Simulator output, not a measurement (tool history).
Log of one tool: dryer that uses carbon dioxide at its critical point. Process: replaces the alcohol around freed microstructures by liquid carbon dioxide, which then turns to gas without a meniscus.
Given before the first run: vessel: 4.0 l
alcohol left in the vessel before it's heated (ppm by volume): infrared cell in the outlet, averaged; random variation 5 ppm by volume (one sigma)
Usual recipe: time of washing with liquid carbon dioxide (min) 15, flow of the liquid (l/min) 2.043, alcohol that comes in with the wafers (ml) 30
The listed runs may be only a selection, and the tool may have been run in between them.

| run | hour | time of washing with liquid carbon dioxide (min) | flow of the liquid (l/min) | alcohol that comes in with the wafers (ml) | alcohol left in the vessel before it's heated (ppm by volume) |
|---|---|---|---|---|---|
| 1 | 0 | 15 | 2.043 | 30 | 66 |
| 2 | 65.9 | 15 | 2.043 | 30 | 68 |
| 3 | 125.9 | 15 | 2.043 | 30 | 84 |
| 4 | 162.6 | 15 | 2.043 | 30 | 88 |
| 5 | 201.8 | 15 | 2.043 | 30 | 107 |
| 6 | 234.2 | 15 | 2.043 | 30 | 97 |
| 7 | 274.4 | 15 | 2.43 | 30 | 103 |
|  | 294.4 | inlet filter changed |
| 8 | 319.1 | 15 | 2.43 | 30 | 96 |
| 9 | 370 | 13 | 2.043 | 30 | 123 |
| 10 | 403.9 | 13 | 2.043 | 30 | 127 |
| 11 | 456.1 | 19 | 3.28 | 54 | 119 |
| 12 | 495.9 | 19 | 3.28 | 54 | 123 |
| 13 | 565.6 | 19 | 3.15 | 54 | 142 |
| 14 | 602.1 | 19 | 3.15 | 54 | 136 |
| 15 | 658.4 | 12 | 1.99 | 30 | 174 |
|  | 686.3 | purifier's bed changed |
| 16 | 692.9 | 12 | 2.79 | 82 | 17 |
| 17 | 734.5 | 12 | 2.79 | 82 | 20 |
| 18 | 765.1 | 12 | 2.79 | 82 | 27 |
| 19 | 798.4 | 12 | 2.79 | 82 | 29 |

Each row is a separate what-if for the run after 19, all from the same tool condition, not one after another. Results?
| A | 836.1 | 14 | 2.09 | 34 | ? |
| B | 836.1 | 15 | 2.92 | 30 | ? |
| C | 836.1 | 12 | 1.38 | 82 | ? |
| D | 836.1 | 12 | 2.79 | 82 | ? |
| E | 836.1 | 15 | 2.043 | 68 | ? |

| run | alcohol left in the vessel before it's heated (ppm by volume) |
|---|---|
| A | 33 |
| B | 23 |
| C | 505 |
| D | 35 |
| E | 42 |
Without the tool's hidden state the same runs would have given:
| run | alcohol left in the vessel before it's heated (ppm by volume) |
|---|---|
| A | 11 |
| B | 3 |
| C | 397 |
| D | 13 |
| E | 18 |

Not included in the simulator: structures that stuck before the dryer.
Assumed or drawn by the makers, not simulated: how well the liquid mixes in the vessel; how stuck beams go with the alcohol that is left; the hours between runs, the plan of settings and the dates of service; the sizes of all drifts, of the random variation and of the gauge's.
